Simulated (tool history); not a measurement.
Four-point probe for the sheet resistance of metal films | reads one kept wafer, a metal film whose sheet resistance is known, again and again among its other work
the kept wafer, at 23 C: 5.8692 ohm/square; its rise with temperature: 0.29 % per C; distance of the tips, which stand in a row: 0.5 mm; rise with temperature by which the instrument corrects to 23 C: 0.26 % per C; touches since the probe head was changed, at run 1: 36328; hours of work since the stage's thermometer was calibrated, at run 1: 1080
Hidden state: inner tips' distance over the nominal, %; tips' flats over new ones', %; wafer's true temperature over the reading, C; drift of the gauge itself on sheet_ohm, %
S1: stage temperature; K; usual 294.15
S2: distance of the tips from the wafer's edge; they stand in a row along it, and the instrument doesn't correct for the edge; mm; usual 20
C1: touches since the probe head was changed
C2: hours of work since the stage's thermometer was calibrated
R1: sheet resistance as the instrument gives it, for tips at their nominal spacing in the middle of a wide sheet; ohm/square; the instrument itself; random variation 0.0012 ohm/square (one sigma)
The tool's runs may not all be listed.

run	hour	S1	S2	C1	C2	R1
1	0.0	294.15	20	36328	1080	5.890515
2	19.3	294.15	20	37122	1092	5.891327
3	46.4	300.15	20	38242	1109	5.900531
4	68.2	300.15	20	39137	1123	5.901542
5	98.9	300.15	20	40404	1143	5.901944
6	140.6	300.15	20	42121	1170	5.903636
7	178.4	300.15	20	43679	1194	5.903331
# hour 182.2: stage's thermometer calibrated
8	217.9	300.15	19	45287	23	5.905495
9	239.2	300.15	19	46164	37	5.906963
10	276.1	294.15	24	47685	60	5.895560
11	309.3	294.15	24	49052	82	5.895573
12	329.5	294.15	24	49884	95	5.898270
13	360.5	301.15	4	51164	115	5.958460
# hour 393.0: stage's thermometer calibrated, once more
14	396.6	301.15	4	52629	2	5.950176
15	417.7	301.15	4	53500	16	5.952843
16	446.2	294.15	49	54673	34	5.890742

4 ways to go on from here, each from the tool as it stands after run 16. What would each give?
A	481.3	292.15	20	56119	57	?
B	481.3	292.15	68	56119	57	?
C	481.3	293.15	3	56119	57	?
D	481.3	304.15	24	56119	57	?

run	R1
A	5.889133
B	5.886968
C	5.977529
D	5.906020
Without the tool's hidden state the same runs would have given:
run	R1
A	5.863914
B	5.861758
C	5.951960
D	5.880724
